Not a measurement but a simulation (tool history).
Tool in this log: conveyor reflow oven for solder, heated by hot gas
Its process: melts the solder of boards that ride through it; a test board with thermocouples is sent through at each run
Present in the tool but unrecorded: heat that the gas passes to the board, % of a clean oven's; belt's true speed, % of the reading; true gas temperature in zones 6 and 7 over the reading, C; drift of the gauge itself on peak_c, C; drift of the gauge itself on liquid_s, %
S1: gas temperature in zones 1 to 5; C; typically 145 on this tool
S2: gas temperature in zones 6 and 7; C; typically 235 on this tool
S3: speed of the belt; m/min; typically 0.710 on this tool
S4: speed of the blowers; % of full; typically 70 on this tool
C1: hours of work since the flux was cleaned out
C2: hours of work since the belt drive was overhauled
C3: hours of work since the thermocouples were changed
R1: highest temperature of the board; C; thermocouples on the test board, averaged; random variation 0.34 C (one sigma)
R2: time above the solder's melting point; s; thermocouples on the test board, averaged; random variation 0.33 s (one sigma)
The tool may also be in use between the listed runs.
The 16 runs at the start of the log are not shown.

| run | day | S1 | S2 | S3 | S4 | C1 | C2 | C3 | R1 | R2 |
|---|---|---|---|---|---|---|---|---|---|---|
| 17 | 16.100 | 154 | 246 | 0.777 | 58 | 163 | 986 | 1362 | 227.0 | 57.3 |
| 18 | 16.925 | 154 | 246 | 0.777 | 58 | 174 | 997 | 1373 | 226.0 | 56.7 |
| 19 | 17.617 | 153 | 231 | 0.578 | 68 | 183 | 1006 | 1382 | 225.7 | 76.2 |
| 20 | 18.233 | 153 | 247 | 0.590 | 68 | 191 | 1014 | 1390 | 239.4 | 81.8 |
|  | 19.367 | thermocouples of zones 6 and 7 changed |
| 21 | 19.425 | 153 | 247 | 0.590 | 68 | 205 | 1028 | 1 | 235.4 | 79.2 |
| 22 | 20.296 | 153 | 247 | 0.590 | 68 | 217 | 1040 | 12 | 236.0 | 79.6 |
| 23 | 21.621 | 155 | 238 | 0.797 | 51 | 234 | 1057 | 30 | 214.3 | 47.2 |
| 24 | 22.317 | 155 | 238 | 0.764 | 51 | 243 | 1066 | 39 | 215.5 | 50.8 |
| 25 | 23.367 | 140 | 238 | 0.764 | 51 | 257 | 1080 | 52 | 211.0 | 42.2 |
| 26 | 24.850 | 139 | 232 | 0.764 | 79 | 276 | 1099 | 72 | 214.3 | 46.5 |
| 27 | 25.500 | 140 | 232 | 0.686 | 79 | 285 | 1108 | 80 | 217.7 | 54.7 |
|  | 25.804 | flux residue cleaned out of gas plates and filters |
| 28 | 26.996 | 154 | 232 | 0.686 | 79 | 16 | 1125 | 97 | 220.6 | 62.6 |
| 29 | 28.125 | 156 | 236 | 0.811 | 62 | 30 | 1140 | 112 | 217.0 | 49.7 |
| 30 | 29.546 | 156 | 227 | 0.659 | 62 | 49 | 1158 | 131 | 215.3 | 61.4 |

3 ways to go on from here, each from the tool as it stands after run 30. What would each give?
| A | 30.333 | 156 | 227 | 0.789 | 62 | 59 | 1169 | 141 | ? | ? |
| B | 30.333 | 131 | 235 | 0.676 | 88 | 59 | 1169 | 141 | ? | ? |
| C | 30.333 | 140 | 229 | 0.710 | 70 | 59 | 1169 | 141 | ? | ? |

| run | R1 | R2 |
|---|---|---|
| A | 209.7 | 47.0 |
| B | 222.9 | 56.5 |
| C | 214.2 | 49.6 |
Had the tool no hidden state, the same runs would have come out as:
| run | R1 | R2 |
|---|---|---|
| A | 209.0 | 45.5 |
| B | 222.3 | 55.1 |
| C | 213.5 | 48.1 |

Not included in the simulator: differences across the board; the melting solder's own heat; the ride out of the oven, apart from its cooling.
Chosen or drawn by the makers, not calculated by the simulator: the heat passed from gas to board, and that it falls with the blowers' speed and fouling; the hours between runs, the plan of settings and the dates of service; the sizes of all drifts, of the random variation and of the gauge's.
